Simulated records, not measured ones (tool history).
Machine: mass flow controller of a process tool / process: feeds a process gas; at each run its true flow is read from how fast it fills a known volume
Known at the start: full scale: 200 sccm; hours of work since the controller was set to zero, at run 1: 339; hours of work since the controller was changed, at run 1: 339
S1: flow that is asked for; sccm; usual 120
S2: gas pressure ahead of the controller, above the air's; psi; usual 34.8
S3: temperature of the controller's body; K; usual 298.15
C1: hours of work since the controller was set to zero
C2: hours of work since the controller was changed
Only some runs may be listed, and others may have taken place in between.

run 1 day=0.000 | S1=120 S2=34.8 S3=298.15 | C1=339 C2=339 | true_flow_(%)=98.69
run 2 day=12.942 | S1=120 S2=34.8 S3=298.15 | C1=492 C2=492 | true_flow_(%)=98.62
run 3 day=33.333 | S1=120 S2=34.8 S3=298.15 | C1=734 C2=734 | true_flow_(%)=98.56
run 4 day=52.267 | S1=127 S2=34.8 S3=298.15 | C1=958 C2=958 | true_flow_(%)=98.60
run 5 day=63.675 | S1=21 S2=34.8 S3=298.15 | C1=1094 C2=1094 | true_flow_(%)=96.89
run 6 day=78.067 | S1=21 S2=34.8 S3=298.15 | C1=1264 C2=1264 | true_flow_(%)=96.60

Run 7 is up next; what results do you expect?
run 7 day=98.575 | S1=21 S2=34.8 S3=298.15 | C1=1507 C2=1507 | true_flow_(%)=?

Run 7 produced true flow (%) 96.67.
Minus the tool's unlogged condition, the same run would have read true flow (%) 97.12.

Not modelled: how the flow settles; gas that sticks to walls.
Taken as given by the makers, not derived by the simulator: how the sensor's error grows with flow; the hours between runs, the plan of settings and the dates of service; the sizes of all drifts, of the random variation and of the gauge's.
